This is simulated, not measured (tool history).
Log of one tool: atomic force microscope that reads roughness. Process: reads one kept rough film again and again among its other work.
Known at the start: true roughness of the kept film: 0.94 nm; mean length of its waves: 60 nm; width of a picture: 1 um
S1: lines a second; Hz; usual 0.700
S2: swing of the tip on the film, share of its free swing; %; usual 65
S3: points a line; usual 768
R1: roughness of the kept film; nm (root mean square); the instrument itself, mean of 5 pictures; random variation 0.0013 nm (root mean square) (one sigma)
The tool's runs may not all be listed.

run,hour,S1,S2,S3,R1
1,0.0,0.700,65,768,0.906
2,54.9,0.700,83,768,0.860
# hour 77.0: new tip fitted
3,109.0,0.700,65,768,0.904
4,151.8,0.700,65,768,0.896
# hour 165.9: new tip fitted
5,181.2,0.616,65,768,0.907
6,222.5,0.616,65,768,0.902
7,249.0,0.616,65,768,0.901
# hour 253.2: new tip fitted
8,300.0,0.616,65,768,0.904
# hour 341.5: new tip fitted
9,346.3,0.616,65,768,0.908
10,386.4,0.616,65,768,0.902
# hour 431.1: new tip fitted
11,447.1,0.700,65,328,0.904
12,476.3,0.700,65,328,0.898
13,510.5,0.700,65,328,0.892
# hour 519.2: new tip fitted
14,549.6,0.700,65,793,0.900
15,582.5,0.700,65,793,0.897
# hour 608.0: new tip fitted
16,643.1,0.506,75,766,0.893
17,679.8,1.129,65,768,0.881
# hour 696.6: new tip fitted
18,727.4,1.129,65,768,0.885
19,768.9,0.753,76,1008,0.871
# hour 786.8: new tip fitted
20,828.7,0.753,76,1008,0.876
21,861.2,0.753,76,1008,0.871
# hour 876.1: new tip fitted
22,890.5,1.708,62,661,0.879

The next listed run, before its measurement:
23,941.6,1.137,85,768,?

{"run 23": {"R1": 0.815}}
Without the tool's hidden state the same run would have given R1 0.827 nm (root mean square).
